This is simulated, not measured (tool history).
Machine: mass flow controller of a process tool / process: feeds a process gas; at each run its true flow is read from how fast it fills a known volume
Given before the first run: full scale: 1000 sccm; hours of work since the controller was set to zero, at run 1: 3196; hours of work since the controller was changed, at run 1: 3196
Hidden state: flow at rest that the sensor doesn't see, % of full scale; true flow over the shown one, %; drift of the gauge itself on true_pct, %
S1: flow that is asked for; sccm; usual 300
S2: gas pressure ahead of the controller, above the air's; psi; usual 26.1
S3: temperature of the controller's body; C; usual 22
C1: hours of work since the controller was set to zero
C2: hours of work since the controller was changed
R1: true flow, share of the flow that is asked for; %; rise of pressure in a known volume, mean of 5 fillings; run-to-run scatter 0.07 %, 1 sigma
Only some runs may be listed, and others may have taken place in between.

| run | hour | S1 | S2 | S3 | C1 | C2 | R1 |
|---|---|---|---|---|---|---|---|
| 1 | 0 | 300 | 26.1 | 22 | 3196 | 3196 | 98.1 |
| 2 | 88.2 | 300 | 26.1 | 22 | 3231 | 3231 | 98.16 |
| 3 | 260.9 | 300 | 26.1 | 22 | 3299 | 3299 | 98.15 |
| 4 | 354.9 | 300 | 26.1 | 22 | 3336 | 3336 | 98.17 |
| 5 | 471.7 | 300 | 26.1 | 22 | 3382 | 3382 | 98.18 |
| 6 | 621.7 | 300 | 26.1 | 21 | 3441 | 3441 | 98.21 |
| 7 | 705.8 | 300 | 26.1 | 22 | 3474 | 3474 | 98.19 |
| 8 | 777.2 | 300 | 26.1 | 22 | 3502 | 3502 | 98.24 |
| 9 | 936.6 | 300 | 26.1 | 22 | 3565 | 3565 | 98.24 |
| 10 | 1072.9 | 300 | 26.1 | 22 | 3619 | 3619 | 98.29 |
| 11 | 1172.4 | 300 | 26.1 | 22 | 3658 | 3658 | 98.28 |
| 12 | 1291.9 | 300 | 26.1 | 22 | 3705 | 3705 | 98.22 |
| 13 | 1467.9 | 218 | 26.1 | 22 | 3774 | 3774 | 97.69 |
| 14 | 1623.8 | 218 | 26.1 | 22 | 3836 | 3836 | 97.66 |
| 15 | 1698.8 | 218 | 26.1 | 34 | 3865 | 3865 | 98.42 |
| 16 | 1869.5 | 218 | 26.1 | 34 | 3933 | 3933 | 98.52 |
| 17 | 1982.8 | 218 | 26.1 | 34 | 3977 | 3977 | 98.69 |
| 18 | 2069.9 | 218 | 26.1 | 34 | 4012 | 4012 | 98.59 |
| 19 | 2228.3 | 300 | 27.3 | 31 | 4074 | 4074 | 98.95 |
| 20 | 2388.9 | 647 | 29 | 22 | 4137 | 4137 | 99.8 |
| 21 | 2499.6 | 142 | 26.1 | 22 | 4181 | 4181 | 96.86 |
| 22 | 2664 | 142 | 26.1 | 39 | 4246 | 4246 | 98.08 |
|  | 2673 | controller's zero set anew |
| 23 | 2828.4 | 832 | 39.2 | 22 | 61 | 4310 | 100.32 |
| 24 | 2931.5 | 832 | 39.2 | 22 | 102 | 4351 | 100.25 |
| 25 | 3024.3 | 832 | 39.2 | 22 | 138 | 4388 | 100.18 |
| 26 | 3112.8 | 112 | 20.5 | 23 | 173 | 4423 | 95.16 |
|  | 3141.2 | controller's zero set anew, once more |
| 27 | 3185.7 | 337 | 26.1 | 22 | 18 | 4451 | 99.4 |
| 28 | 3288.5 | 204 | 26.1 | 34 | 58 | 4492 | 99.78 |
| 29 | 3390.2 | 108 | 24.5 | 33 | 98 | 4532 | 99.07 |
| 30 | 3467.6 | 108 | 24.5 | 33 | 129 | 4562 | 99.25 |
| 31 | 3635.8 | 896 | 27 | 22 | 195 | 4628 | 101.11 |
| 32 | 3715.8 | 896 | 27 | 22 | 226 | 4660 | 101.05 |
| 33 | 3805.6 | 314 | 22.8 | 39 | 262 | 4695 | 100.62 |
| 34 | 3981.7 | 172 | 36.3 | 22 | 331 | 4765 | 98.55 |
| 35 | 4054 | 300 | 26.1 | 25 | 360 | 4793 | 99.48 |
| 36 | 4171.3 | 390 | 22.9 | 29 | 406 | 4840 | 100.08 |

How the hidden state differs across the entries between the runs, from the last listed run before each to the first after it:
Logged between run 22 and run 23: controller's zero set anew (hour 2673)
  flow at rest that the sensor doesn't see, % of full scale: -0.275 -> -0.409; true flow over the shown one, %: 1.52 -> 1.55
  measured less the result without the state, R1: -0.42 -> +1.06 %
Logged between run 26 and run 27: controller's zero set anew, once more (hour 3141.2)
  flow at rest that the sensor doesn't see, % of full scale: -0.416 -> -0.035; true flow over the shown one, %: 1.59 -> 1.6
  measured less the result without the state, R1: -2.13 -> +1.5 %
